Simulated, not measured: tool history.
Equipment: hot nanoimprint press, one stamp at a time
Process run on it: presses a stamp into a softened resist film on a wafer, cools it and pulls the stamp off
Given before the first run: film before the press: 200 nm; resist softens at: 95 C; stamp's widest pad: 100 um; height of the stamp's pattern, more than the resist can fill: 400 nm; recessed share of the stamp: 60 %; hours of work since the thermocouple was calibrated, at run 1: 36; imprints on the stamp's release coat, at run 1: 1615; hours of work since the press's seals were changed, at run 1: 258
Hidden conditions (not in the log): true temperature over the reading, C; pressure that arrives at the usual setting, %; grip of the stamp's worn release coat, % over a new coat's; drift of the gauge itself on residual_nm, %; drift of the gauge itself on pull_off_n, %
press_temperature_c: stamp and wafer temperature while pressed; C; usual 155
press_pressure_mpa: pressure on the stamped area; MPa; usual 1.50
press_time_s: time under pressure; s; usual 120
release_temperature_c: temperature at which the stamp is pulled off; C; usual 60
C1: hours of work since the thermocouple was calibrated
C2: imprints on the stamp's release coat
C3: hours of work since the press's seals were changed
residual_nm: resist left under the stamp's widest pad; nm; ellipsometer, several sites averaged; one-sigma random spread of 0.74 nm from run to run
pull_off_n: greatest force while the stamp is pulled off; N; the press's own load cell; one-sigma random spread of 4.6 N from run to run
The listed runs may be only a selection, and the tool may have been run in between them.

Run 1, hour 0.0: usual settings; C1 36; C2 1615; C3 258. Result: residual_nm 92.1 nm, pull_off_n 261 N.
At hour 22.8: stamp cleaned and given a new release coat.
Run 2, hour 35.8: usual settings; C1 57; C2 35; C3 279. Result: residual_nm 92.4 nm, pull_off_n 234 N.
Run 3, hour 55.7: usual settings; C1 70; C2 90; C3 292. Result: residual_nm 93.9 nm, pull_off_n 219 N.
Run 4, hour 83.5: usual settings; C1 89; C2 165; C3 311. Result: residual_nm 93.2 nm, pull_off_n 232 N.
Run 5, hour 110.5: usual settings; C1 107; C2 239; C3 329. Result: residual_nm 95.2 nm, pull_off_n 234 N.
Run 6, hour 136.1: usual settings; C1 125; C2 308; C3 347. Result: residual_nm 94.5 nm, pull_off_n 232 N.
Run 7, hour 157.2: usual settings; C1 139; C2 366; C3 361. Result: residual_nm 93.2 nm, pull_off_n 228 N.
Run 8, hour 181.1: usual settings but press_temperature_c 156 C; C1 155; C2 431; C3 377. Result: residual_nm 90.5 nm, pull_off_n 232 N.
Run 9, hour 204.8: usual settings but press_temperature_c 156 C; C1 171; C2 495; C3 393. Result: residual_nm 91.0 nm, pull_off_n 240 N.
Run 10, hour 220.0: usual settings but press_pressure_mpa 1.65 MPa; C1 181; C2 537; C3 403. Result: residual_nm 89.1 nm, pull_off_n 245 N.
Run 11, hour 238.1: usual settings but press_pressure_mpa 1.65 MPa; C1 194; C2 586; C3 416. Result: residual_nm 90.9 nm, pull_off_n 246 N.
Run 12, hour 264.7: usual settings but press_pressure_mpa 1.65 MPa; C1 212; C2 658; C3 434. Result: residual_nm 89.9 nm, pull_off_n 241 N.
Run 13, hour 283.5: usual settings but press_time_s 187 s; C1 224; C2 709; C3 446. Result: residual_nm 83.3 nm, pull_off_n 240 N.
Run 14, hour 314.9: usual settings but press_time_s 187 s; C1 246; C2 795; C3 468. Result: residual_nm 83.3 nm, pull_off_n 241 N.
Run 15, hour 336.3: usual settings but press_time_s 187 s; C1 260; C2 853; C3 482. Result: residual_nm 82.2 nm, pull_off_n 243 N.
Run 16, hour 355.1: usual settings but press_time_s 187 s; C1 273; C2 904; C3 495. Result: residual_nm 81.6 nm, pull_off_n 243 N.
Run 17, hour 381.5: usual settings but press_temperature_c 151 C, press_pressure_mpa 0.99 MPa, press_time_s 90 s; C1 291; C2 976; C3 513. Result: residual_nm 140.4 nm, pull_off_n 248 N.
Run 18, hour 417.6: usual settings but press_temperature_c 146 C, press_pressure_mpa 1.25 MPa, press_time_s 124 s, release_temperature_c 46 C; C1 315; C2 1074; C3 537. Result: residual_nm 133.2 nm, pull_off_n 321 N.
Run 19, hour 452.2: usual settings but release_temperature_c 58 C; C1 339; C2 1168; C3 561. Result: residual_nm 97.6 nm, pull_off_n 264 N.
Run 20, hour 471.0: usual settings but press_pressure_mpa 0.92 MPa, press_time_s 76 s, release_temperature_c 52 C; C1 351; C2 1219; C3 573. Result: residual_nm 138.3 nm, pull_off_n 301 N.
Run 21, hour 506.1: usual settings but press_temperature_c 164 C; C1 375; C2 1315; C3 597. Result: residual_nm 76.0 nm, pull_off_n 255 N.
Run 22, hour 522.6: usual settings but press_time_s 151 s; C1 386; C2 1360; C3 608. Result: residual_nm 90.4 nm, pull_off_n 264 N.
Run 23, hour 550.7: usual settings but press_temperature_c 150 C, press_time_s 135 s, release_temperature_c 46 C; C1 405; C2 1436; C3 627. Result: residual_nm 108.8 nm, pull_off_n 347 N.
Run 24, hour 583.5: usual settings but press_temperature_c 164 C, press_time_s 106 s, release_temperature_c 46 C; C1 427; C2 1525; C3 650. Result: residual_nm 79.3 nm, pull_off_n 352 N.
Run 25, hour 615.5: usual settings but press_temperature_c 145 C, press_pressure_mpa 1.01 MPa, press_time_s 124 s, release_temperature_c 64 C; C1 449; C2 1613; C3 671. Result: residual_nm 152.2 nm, pull_off_n 241 N.
At hour 639.9: stamp cleaned and given a new release coat.
Run 26, hour 656.0: usual settings but press_temperature_c 166 C, press_pressure_mpa 1.01 MPa, press_time_s 124 s, release_temperature_c 45 C; C1 473; C2 44; C3 695. Result: residual_nm 89.2 nm, pull_off_n 316 N.
Run 27, hour 691.1: usual settings but press_temperature_c 166 C, press_pressure_mpa 1.01 MPa, press_time_s 124 s, release_temperature_c 45 C; C1 496; C2 139; C3 718. Result: residual_nm 89.4 nm, pull_off_n 314 N.
Run 28, hour 712.3: usual settings but press_temperature_c 147 C, press_pressure_mpa 2.00 MPa, press_time_s 126 s, release_temperature_c 46 C; C1 511; C2 197; C3 733. Result: residual_nm 107.5 nm, pull_off_n 293 N.
Run 29, hour 744.7: usual settings but press_temperature_c 144 C, press_time_s 88 s, release_temperature_c 65 C; C1 533; C2 285; C3 755. Result: residual_nm 147.0 nm, pull_off_n 218 N.
Run 30, hour 768.5: usual settings but press_temperature_c 163 C, press_pressure_mpa 1.96 MPa, press_time_s 207 s, release_temperature_c 52 C; C1 549; C2 349; C3 771. Result: residual_nm 57.1 nm, pull_off_n 275 N.
Run 31, hour 798.9: usual settings but press_pressure_mpa 2.22 MPa, press_time_s 88 s, release_temperature_c 58 C; C1 569; C2 432; C3 791. Result: residual_nm 91.4 nm, pull_off_n 259 N.

Hidden condition of the tool, last listed run before each entry between runs versus first listed run after:
In the gap between runs 1 and 2: stamp cleaned and given a new release coat (hour 22.8)
  true temperature over the reading, C: -0.19 -> -0.26; pressure that arrives at the usual setting, %: 97.94 -> 97.79; grip of the stamp's worn release coat, % over a new coat's: 13.6 -> 0.3
  measured less the result without the state, residual_nm: +1.6 -> +1.9 nm; pull_off_n: +32 -> +2 N
In the gap between runs 25 and 26: stamp cleaned and given a new release coat (hour 639.9)
  true temperature over the reading, C: -1.71 -> -1.8; pressure that arrives at the usual setting, %: 94.58 -> 94.39; grip of the stamp's worn release coat, % over a new coat's: 13.6 -> 0.4
  measured less the result without the state, residual_nm: +7.8 -> +5.8 nm; pull_off_n: +38 -> +11 N
